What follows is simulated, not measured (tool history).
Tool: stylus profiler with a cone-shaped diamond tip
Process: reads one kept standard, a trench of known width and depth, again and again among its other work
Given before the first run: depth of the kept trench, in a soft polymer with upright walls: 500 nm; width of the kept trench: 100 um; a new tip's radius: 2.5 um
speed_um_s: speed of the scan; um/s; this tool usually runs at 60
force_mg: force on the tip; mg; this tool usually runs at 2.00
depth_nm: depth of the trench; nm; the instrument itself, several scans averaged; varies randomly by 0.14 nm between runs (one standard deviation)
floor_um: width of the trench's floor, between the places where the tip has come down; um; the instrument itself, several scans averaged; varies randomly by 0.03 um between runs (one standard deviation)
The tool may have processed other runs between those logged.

run   hour  speed_um_s  force_mg  depth_nm  floor_um
  1    0.0          60      2.00    504.92     95.35
  2   21.2         174      2.00    505.24     95.11
  3   54.2          16      2.00    505.05     95.38
  4   91.7          16      3.58    506.84     95.41
  5  121.7          60      1.88    505.24     95.20
  6  147.7          60      1.88    505.26     95.20
  7  169.1          28      1.88    505.37     95.24
  8  200.7          28      1.17    504.03     95.25
  9  225.3          60      2.00    506.46     95.14
 10  247.7          60      2.00    506.46     95.07
 11  269.4         203      1.26    505.72     94.57
 12  291.7         165      2.38    507.14     94.82
 13  332.1         165      4.21    505.48     94.86
 14  369.4         165      4.21    506.15     94.84
 15  406.8          52      1.03    502.42     94.90
 16  444.7          49      3.76    505.56     94.90
 17  478.3          49      3.76    505.60     94.90
 18  519.3          49      3.76    505.72     94.84
 19  541.2          44      2.30    504.26     94.82
 20  569.2          96      1.72    503.39     94.64

Not shown here: 2 entries made in the log between runs. Locate each between two listed runs and compare the hidden state at the listed run before it with the hidden state at the listed run after it:
After run 8, before run 9: height scale calibrated on a step standard (hour 203.0)
  radius of the tip, um: 5.81 -> 5.87; height scale over the true one, %: 0.369 -> 0.589
  difference, measured minus the result without the unlogged condition, depth_nm: +1.85 -> +2.96 nm; floor_um: -1.71 -> -1.75 um
After run 12, before run 13: height scale calibrated on a step standard, once more (hour 294.8)
  radius of the tip, um: 6.05 -> 6.16; height scale over the true one, %: 0.606 -> 0.022
  difference, measured minus the result without the unlogged condition, depth_nm: +3.06 -> +0.11 nm; floor_um: -1.82 -> -1.86 um

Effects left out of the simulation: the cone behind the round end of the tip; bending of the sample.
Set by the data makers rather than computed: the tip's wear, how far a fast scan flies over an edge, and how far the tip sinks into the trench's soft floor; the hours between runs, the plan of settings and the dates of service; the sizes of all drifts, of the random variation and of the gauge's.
